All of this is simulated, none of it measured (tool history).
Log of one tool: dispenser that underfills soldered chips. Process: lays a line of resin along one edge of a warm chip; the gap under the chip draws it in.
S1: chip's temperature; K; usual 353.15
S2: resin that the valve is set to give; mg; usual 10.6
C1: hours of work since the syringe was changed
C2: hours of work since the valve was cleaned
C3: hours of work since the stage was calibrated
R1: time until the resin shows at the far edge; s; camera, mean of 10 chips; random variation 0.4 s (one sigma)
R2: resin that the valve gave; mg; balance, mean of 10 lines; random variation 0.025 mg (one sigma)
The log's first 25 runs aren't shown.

{"run": 26, "hour": 162.9, "S1": 350.15, "S2": 11.4, "C1": 3, "C2": 108, "C3": 258, "R1": 32, "R2": 10.95}
{"run": 27, "hour": 171.3, "S1": 350.15, "S2": 11.4, "C1": 8, "C2": 113, "C3": 264, "R1": 45.8, "R2": 10.96}
{"hour": 176.1, "done": "new syringe of resin"}
{"run": 28, "hour": 179.4, "S1": 350.15, "S2": 13.2, "C1": 2, "C2": 118, "C3": 269, "R1": 30.1, "R2": 12.63}
{"run": 29, "hour": 187.6, "S1": 350.15, "S2": 13.2, "C1": 8, "C2": 124, "C3": 274, "R1": 41.9, "R2": 12.54}
{"hour": 193.5, "done": "new syringe of resin"}
{"run": 30, "hour": 194.1, "S1": 350.15, "S2": 13.2, "C1": 0, "C2": 128, "C3": 278, "R1": 26.7, "R2": 12.54}
{"run": 31, "hour": 203.0, "S1": 350.15, "S2": 9.9, "C1": 6, "C2": 133, "C3": 284, "R1": 41.2, "R2": 9.42}
{"hour": 207.9, "done": "dispensing valve cleaned and set on the balance"}
{"run": 32, "hour": 207.9, "S1": 355.15, "S2": 10.6, "C1": 9, "C2": 0, "C3": 287, "R1": 38.8, "R2": 10.6}
{"hour": 212.1, "done": "new syringe of resin"}
{"run": 33, "hour": 213.4, "S1": 353.15, "S2": 10.7, "C1": 1, "C2": 3, "C3": 290, "R1": 26.8, "R2": 10.68}
{"run": 34, "hour": 221.4, "S1": 353.15, "S2": 10.7, "C1": 6, "C2": 9, "C3": 295, "R1": 35.8, "R2": 10.66}
{"run": 35, "hour": 225.9, "S1": 356.15, "S2": 10.1, "C1": 9, "C2": 12, "C3": 298, "R1": 39.5, "R2": 10.05}
{"hour": 229.5, "done": "new syringe of resin"}
{"run": 36, "hour": 234.9, "S1": 357.15, "S2": 12.3, "C1": 4, "C2": 17, "C3": 304, "R1": 25.9, "R2": 12.24}
{"run": 37, "hour": 238.5, "S1": 353.15, "S2": 10.7, "C1": 6, "C2": 20, "C3": 306, "R1": 34.6, "R2": 10.55}

3 ways to go on from here, each from the tool as it stands after run 37. What would each give?
{"run": "A", "hour": 245.6, "S1": 368.15, "S2": 11.7, "C1": 11, "C2": 24, "C3": 311, "R1": "?", "R2": "?"}
{"run": "B", "hour": 245.6, "S1": 367.15, "S2": 10.6, "C1": 11, "C2": 24, "C3": 311, "R1": "?", "R2": "?"}
{"run": "C", "hour": 245.6, "S1": 340.15, "S2": 10.7, "C1": 11, "C2": 24, "C3": 311, "R1": "?", "R2": "?"}

run=A R1=29.6 R2=11.58
run=B R1=30.5 R2=10.51
run=C R1=72.7 R2=10.6
Without the tool's hidden state the same runs would have given:
run=A R1=16.4 R2=11.69
run=B R1=16.8 R2=10.61
run=C R1=40 R2=10.71
